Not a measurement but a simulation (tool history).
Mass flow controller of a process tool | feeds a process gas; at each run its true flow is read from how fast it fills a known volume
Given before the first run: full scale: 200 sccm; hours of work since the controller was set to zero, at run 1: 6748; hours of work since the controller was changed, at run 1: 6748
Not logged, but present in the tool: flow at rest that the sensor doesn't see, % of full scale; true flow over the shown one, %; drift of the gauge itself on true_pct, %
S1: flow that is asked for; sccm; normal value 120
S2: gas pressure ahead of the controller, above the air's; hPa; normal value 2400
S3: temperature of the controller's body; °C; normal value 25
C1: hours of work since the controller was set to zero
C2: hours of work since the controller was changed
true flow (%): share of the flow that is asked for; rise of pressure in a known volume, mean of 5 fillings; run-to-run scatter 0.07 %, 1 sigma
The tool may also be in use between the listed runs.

Run 1, hour 0: usual settings; C1 6748; C2 6748. Result: true flow (%) 94.52.
Run 2, hour 39.1: usual settings; C1 6768; C2 6768. Result: true flow (%) 94.47.
Run 3, hour 83.3: usual settings; C1 6791; C2 6791. Result: true flow (%) 94.56.
Run 4, hour 144.1: usual settings; C1 6823; C2 6823. Result: true flow (%) 94.45.
Run 5, hour 182.9: usual settings but S1 182 sccm; C1 6843; C2 6843. Result: true flow (%) 95.73.
Run 6, hour 228.8: usual settings but S1 182 sccm, S3 24 °C; C1 6867; C2 6867. Result: true flow (%) 95.66.
Run 7, hour 271.7: usual settings; C1 6890; C2 6890. Result: true flow (%) 94.54.
Run 8, hour 345.6: usual settings; C1 6928; C2 6928. Result: true flow (%) 94.49.
Run 9, hour 415.5: usual settings but S2 2040 hPa; C1 6965; C2 6965. Result: true flow (%) 94.08.
Run 10, hour 501.5: usual settings but S1 129 sccm, S2 2040 hPa, S3 33 °C; C1 7010; C2 7010. Result: true flow (%) 95.08.
Run 11, hour 577.3: usual settings but S1 107 sccm, S2 2250 hPa, S3 23 °C; C1 7049; C2 7049. Result: true flow (%) 93.67.
Run 12, hour 647: usual settings but S1 35 sccm, S2 1470 hPa, S3 22 °C; C1 7086; C2 7086. Result: true flow (%) 88.19.
At hour 660.9: controller exchanged for a calibrated one.
Run 13, hour 729.7: usual settings but S1 32 sccm, S2 1980 hPa; C1 36; C2 36. Result: true flow (%) 97.71.
Run 14, hour 781.8: usual settings but S2 1860 hPa, S3 32 °C; C1 63; C2 63. Result: true flow (%) 99.54.
Run 15, hour 821.8: usual settings but S1 83 sccm, S2 2120 hPa; C1 84; C2 84. Result: true flow (%) 98.37.
Run 16, hour 864.3: usual settings but S1 22 sccm, S2 2130 hPa, S3 37 °C; C1 106; C2 106. Result: true flow (%) 98.51.
Run 17, hour 919.1: usual settings but S1 22 sccm, S2 2130 hPa, S3 37 °C; C1 135; C2 135. Result: true flow (%) 98.49.

How would selected steps in true flow (%) from run to run divide? Give the signed amount a tool lacking its hidden state would still show from settings, what came in and random variation, and the signed amount left for the hidden state, including any gauge scatter that is not in both of the compared results.
Run 12 -> 13: S1 35 -> 32, S2 1470 -> 1980, S3 22 -> 25, controller exchanged for a calibrated one. true flow (%) +9.52: hidden state +8.86, all else +0.66.
